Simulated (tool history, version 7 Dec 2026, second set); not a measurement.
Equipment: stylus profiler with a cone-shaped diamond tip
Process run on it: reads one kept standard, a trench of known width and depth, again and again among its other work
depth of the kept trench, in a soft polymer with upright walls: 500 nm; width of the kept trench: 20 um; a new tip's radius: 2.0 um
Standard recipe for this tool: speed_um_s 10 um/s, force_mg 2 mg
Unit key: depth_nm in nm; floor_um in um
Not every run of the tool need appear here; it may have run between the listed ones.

{"run": 1, "hour": 0.0, "speed_um_s": 10, "force_mg": 2, "depth_nm": 503.02, "floor_um": 17.14}
{"run": 2, "hour": 6.6, "speed_um_s": 10, "force_mg": 2, "depth_nm": 503.11, "floor_um": 17.09}
{"run": 3, "hour": 16.8, "speed_um_s": 10, "force_mg": 2, "depth_nm": 503.08, "floor_um": 17.11}
{"run": 4, "hour": 31.0, "speed_um_s": 10, "force_mg": 2, "depth_nm": 503.19, "floor_um": 17.05}
{"run": 5, "hour": 38.6, "speed_um_s": 10, "force_mg": 1.63, "depth_nm": 502.63, "floor_um": 17.05}
{"run": 6, "hour": 44.9, "speed_um_s": 10, "force_mg": 0.73, "depth_nm": 501.58, "floor_um": 17.06}
{"run": 7, "hour": 59.8, "speed_um_s": 10, "force_mg": 0.73, "depth_nm": 501.69, "floor_um": 17.05}
{"run": 8, "hour": 72.9, "speed_um_s": 10, "force_mg": 5.09, "depth_nm": 505.51, "floor_um": 17.11}
{"run": 9, "hour": 84.5, "speed_um_s": 10, "force_mg": 2, "depth_nm": 502.97, "floor_um": 17.09}
{"run": 10, "hour": 99.6, "speed_um_s": 10, "force_mg": 2, "depth_nm": 503.02, "floor_um": 17.1}
{"run": 11, "hour": 113.6, "speed_um_s": 10, "force_mg": 2, "depth_nm": 503.05, "floor_um": 17.05}
{"run": 12, "hour": 120.0, "speed_um_s": 5, "force_mg": 2, "depth_nm": 502.99, "floor_um": 17.11}
{"run": 13, "hour": 132.8, "speed_um_s": 22, "force_mg": 2, "depth_nm": 503.11, "floor_um": 16.96}
{"run": 14, "hour": 147.5, "speed_um_s": 10, "force_mg": 2.16, "depth_nm": 503.49, "floor_um": 17.07}
{"run": 15, "hour": 154.2, "speed_um_s": 10, "force_mg": 2.16, "depth_nm": 503.3, "floor_um": 17.04}
{"run": 16, "hour": 165.0, "speed_um_s": 10, "force_mg": 2.94, "depth_nm": 503.78, "floor_um": 17.05}
{"run": 17, "hour": 171.6, "speed_um_s": 10, "force_mg": 2.94, "depth_nm": 503.99, "floor_um": 16.99}
{"run": 18, "hour": 180.1, "speed_um_s": 7, "force_mg": 2, "depth_nm": 503.13, "floor_um": 17.06}
{"run": 19, "hour": 189.2, "speed_um_s": 10, "force_mg": 1.99, "depth_nm": 503.25, "floor_um": 17.04}
{"run": 20, "hour": 203.7, "speed_um_s": 10, "force_mg": 2, "depth_nm": 503.27, "floor_um": 16.94}
{"run": 21, "hour": 209.9, "speed_um_s": 10, "force_mg": 2, "depth_nm": 503.12, "floor_um": 16.98}
{"run": 22, "hour": 223.7, "speed_um_s": 10, "force_mg": 1.14, "depth_nm": 502.38, "floor_um": 16.99}
{"run": 23, "hour": 238.5, "speed_um_s": 10, "force_mg": 2, "depth_nm": 503.15, "floor_um": 16.93}
{"run": 24, "hour": 248.4, "speed_um_s": 17, "force_mg": 0.99, "depth_nm": 502.23, "floor_um": 16.93}
{"run": 25, "hour": 255.4, "speed_um_s": 39, "force_mg": 0.93, "depth_nm": 501.9, "floor_um": 16.73}
{"run": 26, "hour": 262.0, "speed_um_s": 28, "force_mg": 1.29, "depth_nm": 502.38, "floor_um": 16.86}
{"run": 27, "hour": 276.5, "speed_um_s": 28, "force_mg": 1.29, "depth_nm": 502.33, "floor_um": 16.79}
{"run": 28, "hour": 290.1, "speed_um_s": 10, "force_mg": 2.65, "depth_nm": 503.82, "floor_um": 16.98}
{"run": 29, "hour": 301.1, "speed_um_s": 7, "force_mg": 2.65, "depth_nm": 503.66, "floor_um": 16.97}
{"run": 30, "hour": 307.8, "speed_um_s": 17, "force_mg": 1.75, "depth_nm": 503, "floor_um": 16.87}
{"run": 31, "hour": 323.2, "speed_um_s": 17, "force_mg": 1.75, "depth_nm": 502.95, "floor_um": 16.9}
{"run": 32, "hour": 336.0, "speed_um_s": 23, "force_mg": 1.98, "depth_nm": 503.28, "floor_um": 16.85}
{"run": 33, "hour": 346.4, "speed_um_s": 39, "force_mg": 0.82, "depth_nm": 501.87, "floor_um": 16.65}
{"run": 34, "hour": 357.7, "speed_um_s": 37, "force_mg": 1.01, "depth_nm": 502.33, "floor_um": 16.74}
{"run": 35, "hour": 371.1, "speed_um_s": 37, "force_mg": 1.01, "depth_nm": 502.14, "floor_um": 16.7}
{"run": 36, "hour": 380.3, "speed_um_s": 37, "force_mg": 3.11, "depth_nm": 504.23, "floor_um": 16.81}
{"run": 37, "hour": 391.1, "speed_um_s": 3, "force_mg": 0.73, "depth_nm": 501.95, "floor_um": 16.96}
{"run": 38, "hour": 405.3, "speed_um_s": 3, "force_mg": 0.73, "depth_nm": 501.99, "floor_um": 16.95}
{"run": 39, "hour": 413.3, "speed_um_s": 3, "force_mg": 0.73, "depth_nm": 501.73, "floor_um": 16.96}
{"run": 40, "hour": 427.3, "speed_um_s": 18, "force_mg": 1.52, "depth_nm": 502.79, "floor_um": 16.86}
{"run": 41, "hour": 440.8, "speed_um_s": 10, "force_mg": 3.61, "depth_nm": 504.35, "floor_um": 16.88}
{"run": 42, "hour": 447.5, "speed_um_s": 10, "force_mg": 3.61, "depth_nm": 504.55, "floor_um": 16.97}
{"run": 43, "hour": 459.7, "speed_um_s": 5, "force_mg": 0.97, "depth_nm": 502.19, "floor_um": 16.84}
{"run": 44, "hour": 468.5, "speed_um_s": 2, "force_mg": 1.07, "depth_nm": 502.37, "floor_um": 16.94}
{"run": 45, "hour": 480.8, "speed_um_s": 10, "force_mg": 2.72, "depth_nm": 503.88, "floor_um": 16.88}
{"run": 46, "hour": 491.1, "speed_um_s": 9, "force_mg": 0.76, "depth_nm": 501.93, "floor_um": 16.9}

Had the tool no unlogged condition, and each run kept its random variation, what would the results have been?
The hidden state here: radius of the tip, um; height scale over the true one, %; drift of the gauge itself on depth_nm, %; drift of the gauge itself on floor_um, %.
run=1 depth_nm=502.78 floor_um=17.34
run=2 depth_nm=502.87 floor_um=17.28
run=3 depth_nm=502.82 floor_um=17.32
run=4 depth_nm=502.93 floor_um=17.26
run=5 depth_nm=502.36 floor_um=17.27
run=6 depth_nm=501.31 floor_um=17.27
run=7 depth_nm=501.41 floor_um=17.27
run=8 depth_nm=505.22 floor_um=17.34
run=9 depth_nm=502.67 floor_um=17.33
run=10 depth_nm=502.72 floor_um=17.35
run=11 depth_nm=502.73 floor_um=17.3
run=12 depth_nm=502.67 floor_um=17.36
run=13 depth_nm=502.79 floor_um=17.22
run=14 depth_nm=503.16 floor_um=17.34
run=15 depth_nm=502.97 floor_um=17.31
run=16 depth_nm=503.44 floor_um=17.33
run=17 depth_nm=503.64 floor_um=17.28
run=18 depth_nm=502.77 floor_um=17.35
run=19 depth_nm=502.89 floor_um=17.33
run=20 depth_nm=502.9 floor_um=17.23
run=21 depth_nm=502.75 floor_um=17.28
run=22 depth_nm=502 floor_um=17.3
run=23 depth_nm=502.76 floor_um=17.24
run=24 depth_nm=501.84 floor_um=17.24
run=25 depth_nm=501.51 floor_um=17.06
run=26 depth_nm=501.97 floor_um=17.18
run=27 depth_nm=501.92 floor_um=17.12
run=28 depth_nm=503.41 floor_um=17.31
run=29 depth_nm=503.24 floor_um=17.31
run=30 depth_nm=502.57 floor_um=17.22
run=31 depth_nm=502.51 floor_um=17.26
run=32 depth_nm=502.84 floor_um=17.21
run=33 depth_nm=501.42 floor_um=17.02
run=34 depth_nm=501.88 floor_um=17.12
run=35 depth_nm=501.67 floor_um=17.08
run=36 depth_nm=503.75 floor_um=17.19
run=37 depth_nm=501.47 floor_um=17.34
run=38 depth_nm=501.5 floor_um=17.34
run=39 depth_nm=501.24 floor_um=17.35
run=40 depth_nm=502.29 floor_um=17.26
run=41 depth_nm=503.84 floor_um=17.29
run=42 depth_nm=504.04 floor_um=17.38
run=43 depth_nm=501.67 floor_um=17.26
run=44 depth_nm=501.85 floor_um=17.36
run=45 depth_nm=503.34 floor_um=17.31
run=46 depth_nm=501.39 floor_um=17.33

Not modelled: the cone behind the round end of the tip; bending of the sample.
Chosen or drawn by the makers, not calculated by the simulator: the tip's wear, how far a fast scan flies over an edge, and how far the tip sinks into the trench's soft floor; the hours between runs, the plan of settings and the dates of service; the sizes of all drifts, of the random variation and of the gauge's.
